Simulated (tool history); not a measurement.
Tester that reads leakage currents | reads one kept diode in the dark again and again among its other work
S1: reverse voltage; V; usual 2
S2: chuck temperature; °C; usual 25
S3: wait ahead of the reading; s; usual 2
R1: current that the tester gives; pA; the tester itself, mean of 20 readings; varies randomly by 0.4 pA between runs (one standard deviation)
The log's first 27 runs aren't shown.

Run 28, hour 936.2: usual settings but S1 1.19 V, S2 59 °C, S3 0.88 s. Result: R1 953.9 pA.
Run 29, hour 980.4: usual settings but S1 15.64 V, S2 50 °C, S3 1.58 s. Result: R1 1688.01 pA.
Run 30, hour 1018.6: usual settings but S2 58 °C. Result: R1 1127.27 pA.
Run 31, hour 1042.5: usual settings but S2 58 °C. Result: R1 1124.8 pA.
Run 32, hour 1080.2: usual settings but S1 6.33 V, S2 30 °C. Result: R1 307.92 pA.
Run 33, hour 1129.4: usual settings but S1 4.55 V, S2 21 °C, S3 0.81 s. Result: R1 140.13 pA.
At hour 1135.6: chuck's temperature calibrated.
Run 34, hour 1165.8: usual settings but S1 4.55 V, S2 21 °C, S3 6.29 s. Result: R1 138.85 pA.
Run 35, hour 1187.3: usual settings but S1 4.1 V, S2 26 °C, S3 9.4 s. Result: R1 191.91 pA.

4 options for the next run, each taken on its own from the tool as it stands now. Forecast them:
Run A, hour 1215.4: usual settings but S1 12.1 V, S2 22 °C, S3 2.04 s. Result: R1 ?.
Run B, hour 1215.4: usual settings but S2 55 °C. Result: R1 ?.
Run C, hour 1215.4: usual settings but S2 43 °C. Result: R1 ?.
Run D, hour 1215.4: usual settings but S1 1.4 V, S2 40 °C, S3 2.21 s. Result: R1 ?.

run      R1
  A  229.68
  B  945.56
  C   449.3
  D  316.41
Take away the tool's hidden state, keep each run's random variation, and the runs would have read:
run      R1
  A  229.53
  B   945.5
  C  449.26
  D  316.38
